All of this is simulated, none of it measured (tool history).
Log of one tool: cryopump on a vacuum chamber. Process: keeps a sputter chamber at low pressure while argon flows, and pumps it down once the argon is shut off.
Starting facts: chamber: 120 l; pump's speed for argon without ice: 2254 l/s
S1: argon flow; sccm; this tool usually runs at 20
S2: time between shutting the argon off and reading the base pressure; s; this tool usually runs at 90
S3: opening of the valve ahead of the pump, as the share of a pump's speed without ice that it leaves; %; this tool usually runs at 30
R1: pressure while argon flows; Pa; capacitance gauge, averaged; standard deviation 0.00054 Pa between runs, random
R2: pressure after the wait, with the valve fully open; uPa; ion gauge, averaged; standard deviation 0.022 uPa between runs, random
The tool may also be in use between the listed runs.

run	hour	S1	S2	S3	R1	R2
1	0.0	20	90	30	0.0509	1.08
2	27.5	20	90	30	0.0532	1.12
3	64.4	21	90	30	0.0547	1.11
4	93.8	21	90	30	0.0548	1.13
5	146.3	20	90	30	0.0540	1.14
6	177.4	20	90	29	0.0545	1.23
7	212.8	20	78	29	0.0566	1.33
8	238.1	20	90	35	0.0464	1.27
9	286.7	20	90	35	0.0481	1.30
10	333.6	20	90	30	0.0568	1.40
11	357.9	20	90	30	0.0568	1.33
12	382.8	20	90	30	0.0571	1.36
13	416.8	20	90	30	0.0589	1.43
14	446.4	19	90	30	0.0554	1.47
# hour 458.7: pump warmed up, emptied and cooled again
15	503.2	22	90	30	0.0553	1.14
16	555.4	11	90	30	0.0271	1.20
17	592.6	11	114	30	0.0282	1.06
18	637.3	20	119	47	0.0332	1.12
19	659.1	20	119	47	0.0333	1.09
20	690.8	20	119	47	0.0342	1.13
21	729.4	16	119	25	0.0508	1.14
22	767.5	18	119	25	0.0568	1.21
23	802.4	25	35	15	0.1308	2.05
24	835.6	21	111	26	0.0641	1.27
25	859.0	14	82	25	0.0458	1.45
26	880.5	14	82	25	0.0450	1.43
27	925.6	11	146	19	0.0470	1.28
28	949.4	12	116	17	0.0564	1.36
29	995.3	20	86	25	0.0670	1.60
30	1027.7	9	112	17	0.0430	1.49
# hour 1054.3: pump warmed up, emptied and cooled again
31	1081.5	9	112	17	0.0409	1.12
32	1115.3	24	69	30	0.0615	1.39
33	1150.3	22	293	46	0.0364	0.99
34	1182.4	22	293	46	0.0371	1.00

Each row is a separate what-if for the run after 34, all from the same tool condition, not one after another. Results?
A	1231.1	9	29	31	?	?
B	1231.1	15	293	46	?	?
C	1231.1	20	27	28	?	?

run	R1	R2
A	0.0223	2.32
B	0.0262	1.00
C	0.0550	2.45
With no hidden state in the tool, these same runs would have given:
run	R1	R2
A	0.0214	1.58
B	0.0247	0.26
C	0.0529	1.70
